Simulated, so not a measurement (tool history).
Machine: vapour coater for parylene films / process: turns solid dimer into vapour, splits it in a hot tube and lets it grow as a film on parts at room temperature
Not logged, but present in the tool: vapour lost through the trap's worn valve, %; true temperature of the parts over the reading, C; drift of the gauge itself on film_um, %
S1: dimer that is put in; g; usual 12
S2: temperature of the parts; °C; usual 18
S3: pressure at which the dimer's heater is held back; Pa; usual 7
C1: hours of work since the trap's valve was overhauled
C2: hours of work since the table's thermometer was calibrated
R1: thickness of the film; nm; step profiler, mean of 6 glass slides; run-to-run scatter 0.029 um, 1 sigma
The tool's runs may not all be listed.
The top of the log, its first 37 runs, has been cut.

Run 38, hour 700.8: usual settings but S1 8 g, S2 15 °C, S3 2.1 Pa; C1 392; C2 466. Result: R1 5360 nm.
Run 39, hour 725.6: usual settings but S1 8 g, S2 15 °C, S3 2.1 Pa; C1 406; C2 480. Result: R1 5320 nm.
At hour 734.8: trap's valve overhauled.
Run 40, hour 750.8: usual settings but S2 13 °C; C1 9; C2 491. Result: R1 6450 nm.
Run 41, hour 775: usual settings but S2 27 °C, S3 2.83 Pa; C1 22; C2 505. Result: R1 5150 nm.
Run 42, hour 795.6: usual settings but S1 10 g, S2 12 °C, S3 7.52 Pa; C1 34; C2 516. Result: R1 5470 nm.
Run 43, hour 820.3: usual settings but S1 14 g, S2 12 °C, S3 4.69 Pa; C1 47; C2 530. Result: R1 8480 nm.
Run 44, hour 846.3: usual settings but S1 14 g, S2 12 °C, S3 4.69 Pa; C1 62; C2 544. Result: R1 8560 nm.
Run 45, hour 862.3: usual settings but S1 14 g, S2 27 °C, S3 11.97 Pa; C1 70; C2 553. Result: R1 4240 nm.
Run 46, hour 878.3: usual settings but S1 13 g, S2 21 °C, S3 11.97 Pa; C1 79; C2 562. Result: R1 4760 nm.

Consider 5 possible next runs. They are alternatives, not a sequence: every one starts from the tool as it was left by run 46. What does each give?
Run A, hour 890.5: usual settings but S2 22 °C, S3 11.98 Pa; C1 86; C2 568. Result: R1 ?.
Run B, hour 890.5: usual settings but S1 6 g, S2 21 °C, S3 9.03 Pa; C1 86; C2 568. Result: R1 ?.
Run C, hour 890.5: usual settings but S1 5 g, S2 21 °C, S3 5.44 Pa; C1 86; C2 568. Result: R1 ?.
Run D, hour 890.5: usual settings but S1 7 g, S2 21 °C, S3 11.97 Pa; C1 86; C2 568. Result: R1 ?.
Run E, hour 890.5: usual settings but S1 7 g, S3 2.93 Pa; C1 86; C2 568. Result: R1 ?.

run    R1
  A  4220
  B  2350
  C  2190
  D  2580
  E  3950
Without the tool's hidden state the same runs would have given:
run    R1
  A  4220
  B  2350
  C  2190
  D  2580
  E  3950
